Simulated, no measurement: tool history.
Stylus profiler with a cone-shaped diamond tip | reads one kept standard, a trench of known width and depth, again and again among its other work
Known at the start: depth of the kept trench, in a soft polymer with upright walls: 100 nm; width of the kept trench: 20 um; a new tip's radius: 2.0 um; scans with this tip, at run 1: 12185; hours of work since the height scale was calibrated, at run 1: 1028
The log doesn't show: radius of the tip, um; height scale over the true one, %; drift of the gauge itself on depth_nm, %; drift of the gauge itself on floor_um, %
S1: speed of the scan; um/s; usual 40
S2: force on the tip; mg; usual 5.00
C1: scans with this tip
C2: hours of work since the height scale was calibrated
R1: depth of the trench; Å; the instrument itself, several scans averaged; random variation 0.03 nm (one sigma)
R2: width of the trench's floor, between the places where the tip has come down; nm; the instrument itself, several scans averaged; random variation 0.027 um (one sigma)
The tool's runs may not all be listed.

Run 1, day 0.000: usual settings; C1 12185; C2 1028. Result: R1 1010.5 Å, R2 18280 nm.
At day 2.779: new tip fitted, height scale calibrated.
Run 2, day 3.758: usual settings; C1 153; C2 13. Result: R1 1012.8 Å, R2 18660 nm.
Run 3, day 6.888: usual settings; C1 641; C2 54. Result: R1 1012.6 Å, R2 18640 nm.
Run 4, day 9.408: usual settings but S1 17 um/s; C1 1034; C2 87. Result: R1 1012.6 Å, R2 18700 nm.
Run 5, day 15.112: usual settings but S1 17 um/s; C1 1924; C2 162. Result: R1 1011.8 Å, R2 18620 nm.
Run 6, day 19.842: usual settings but S1 17 um/s; C1 2662; C2 225. Result: R1 1011.2 Å, R2 18610 nm.
Run 7, day 24.488: usual settings but S1 17 um/s; C1 3388; C2 286. Result: R1 1012.1 Å, R2 18570 nm.
Run 8, day 28.079: usual settings but S1 17 um/s; C1 3948; C2 333. Result: R1 1011.8 Å, R2 18570 nm.
Run 9, day 32.550: usual settings but S1 17 um/s; C1 4645; C2 392. Result: R1 1011.7 Å, R2 18590 nm.
Run 10, day 38.017: usual settings but S1 17 um/s; C1 5499; C2 464. Result: R1 1011.0 Å, R2 18520 nm.
Run 11, day 43.367: usual settings; C1 6333; C2 534. Result: R1 1011.2 Å, R2 18400 nm.
Run 12, day 46.300: usual settings; C1 6791; C2 573. Result: R1 1010.4 Å, R2 18420 nm.
Run 13, day 49.671: usual settings; C1 7318; C2 617. Result: R1 1010.8 Å, R2 18430 nm.
Run 14, day 53.075: usual settings; C1 7848; C2 662. Result: R1 1010.4 Å, R2 18410 nm.
Run 15, day 56.079: usual settings; C1 8317; C2 701. Result: R1 1010.6 Å, R2 18380 nm.
Run 16, day 60.533: usual settings; C1 9012; C2 760. Result: R1 1009.9 Å, R2 18370 nm.
Run 17, day 66.083: usual settings; C1 9879; C2 833. Result: R1 1010.0 Å, R2 18300 nm.
Run 18, day 69.250: usual settings but S1 108 um/s; C1 10373; C2 875. Result: R1 1010.0 Å, R2 18170 nm.
Run 19, day 74.708: usual settings but S1 108 um/s; C1 11225; C2 947. Result: R1 1009.6 Å, R2 18160 nm.
Run 20, day 78.754: usual settings but S1 108 um/s; C1 11856; C2 1000. Result: R1 1009.6 Å, R2 18190 nm.
At day 83.533: new tip fitted, height scale calibrated.
Run 21, day 83.538: usual settings but S1 21 um/s, S2 2.56 mg; C1 1; C2 0. Result: R1 1008.7 Å, R2 18650 nm.
Run 22, day 88.875: usual settings but S1 122 um/s, S2 8.16 mg; C1 833; C2 70. Result: R1 1017.8 Å, R2 18470 nm.
Run 23, day 91.721: usual settings but S1 47 um/s, S2 6.96 mg; C1 1278; C2 108. Result: R1 1016.3 Å, R2 18610 nm.
Run 24, day 97.533: usual settings but S1 22 um/s; C1 2185; C2 184. Result: R1 1013.0 Å, R2 18620 nm.
Run 25, day 101.788: usual settings but S1 22 um/s; C1 2848; C2 240. Result: R1 1012.0 Å, R2 18620 nm.
Run 26, day 104.350: usual settings but S1 30 um/s, S2 10.45 mg; C1 3248; C2 274. Result: R1 1020.4 Å, R2 18600 nm.
Run 27, day 110.054: usual settings but S1 57 um/s, S2 7.77 mg; C1 4139; C2 349. Result: R1 1016.5 Å, R2 18530 nm.
Run 28, day 113.262: usual settings but S2 2.37 mg; C1 4639; C2 391. Result: R1 1006.7 Å, R2 18550 nm.
Run 29, day 117.712: usual settings but S1 16 um/s, S2 1.99 mg; C1 5334; C2 450. Result: R1 1005.2 Å, R2 18560 nm.
Run 30, day 122.992: usual settings but S1 63 um/s, S2 2.47 mg; C1 6157; C2 519. Result: R1 1007.2 Å, R2 18390 nm.
Run 31, day 126.850: usual settings but S1 50 um/s, S2 3.79 mg; C1 6760; C2 570. Result: R1 1009.2 Å, R2 18420 nm.

The next listed run, before its measurement:
Run 32, day 132.075: usual settings but S1 32 um/s, S2 2.19 mg; C1 7575; C2 639. Result: R1 ?, R2 ?.

Run 32 gave R1 1005.5 Å, R2 18410 nm.
Without the tool's hidden state the same run would have given R1 1007.5 Å, R2 18630 nm.
